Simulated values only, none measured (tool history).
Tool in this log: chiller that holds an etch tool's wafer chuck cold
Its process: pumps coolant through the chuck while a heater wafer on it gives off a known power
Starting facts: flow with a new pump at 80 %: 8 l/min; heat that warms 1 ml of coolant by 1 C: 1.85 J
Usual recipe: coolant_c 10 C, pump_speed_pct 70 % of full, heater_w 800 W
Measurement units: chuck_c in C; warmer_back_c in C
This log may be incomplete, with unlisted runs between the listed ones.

| run | hour | coolant_c | pump_speed_pct | heater_w | chuck_c | warmer_back_c |
|---|---|---|---|---|---|---|
| 1 | 0.0 | 10 | 70 | 800 | 17.3 | 3.85 |
| 2 | 28.0 | 10 | 70 | 800 | 17.3 | 3.85 |
| 3 | 69.3 | 6 | 70 | 800 | 13.4 | 3.85 |
| 4 | 107.7 | 6 | 70 | 800 | 13.1 | 3.84 |
| 5 | 160.3 | 10 | 75 | 800 | 16.9 | 3.58 |
| 6 | 213.9 | 10 | 75 | 800 | 16.8 | 3.56 |
| 7 | 268.3 | 10 | 75 | 800 | 17.1 | 3.63 |
| 8 | 308.3 | 4 | 70 | 800 | 11.3 | 3.93 |
| 9 | 344.9 | 10 | 70 | 800 | 17.3 | 3.88 |
| 10 | 373.7 | 10 | 70 | 800 | 17.4 | 3.88 |
| 11 | 409.1 | 10 | 70 | 800 | 17.5 | 3.83 |
| 12 | 460.0 | 10 | 70 | 800 | 17.5 | 3.89 |
| 13 | 484.2 | 10 | 70 | 800 | 17.5 | 3.88 |
| 14 | 523.6 | 10 | 70 | 800 | 17.5 | 3.83 |
| 15 | 549.4 | 10 | 70 | 800 | 17.4 | 3.89 |
| 16 | 600.5 | 10 | 70 | 800 | 17.3 | 3.91 |
| 17 | 630.1 | 6 | 70 | 545 | 10.9 | 2.64 |
| 18 | 680.0 | 16 | 70 | 985 | 25.2 | 4.77 |
| 19 | 734.0 | 16 | 73 | 679 | 22.2 | 3.17 |
| 20 | 787.1 | 16 | 73 | 679 | 21.9 | 3.18 |
| 21 | 825.4 | 10 | 90 | 512 | 13.9 | 1.93 |
| 22 | 869.0 | 10 | 90 | 512 | 13.8 | 1.89 |
| 23 | 909.6 | 10 | 90 | 456 | 13.5 | 1.71 |
| 24 | 944.2 | 13 | 61 | 924 | 22.7 | 5.24 |
| 25 | 971.3 | 3 | 81 | 572 | 7.7 | 2.39 |
| 26 | 1003.2 | 3 | 81 | 572 | 7.9 | 2.42 |
| 27 | 1059.0 | 3 | 81 | 935 | 10.7 | 3.88 |
| 28 | 1100.7 | 10 | 75 | 1034 | 19.3 | 4.70 |
| 29 | 1125.4 | 15 | 70 | 800 | 22.5 | 3.90 |
| 30 | 1160.6 | 8 | 66 | 700 | 14.9 | 3.66 |
| 31 | 1204.4 | 8 | 66 | 700 | 14.8 | 3.72 |
| 32 | 1232.3 | 12 | 70 | 646 | 18.0 | 3.21 |

A few steps of chuck_c between consecutive runs. Split each: what settings, incoming material and random variation would produce without the hidden state, and what is left over for the hidden state, along with gauge scatter present in only one of the two compared results (measured, and without hidden state):
Hidden state at play: heat passed by the chuck's channels, % of clean ones'; flow at a given pump speed, % of a new pump's; coolant's true temperature over the reading, C; drift of the gauge itself on chuck_c, C; drift of the gauge itself on warmer_back_c, C.
Run 17 -> 18: coolant_c 6 -> 16, heater_w 545 -> 985. chuck_c +14.3 C: hidden state +0.4, all else +13.9.
Run 23 -> 24: coolant_c 10 -> 13, pump_speed_pct 90 -> 61, heater_w 456 -> 924. chuck_c +9.2 C: hidden state +0.5, all else +8.7.
Run 24 -> 25: coolant_c 13 -> 3, pump_speed_pct 61 -> 81, heater_w 924 -> 572. chuck_c -15.0 C: hidden state -0.4, all else -14.6.
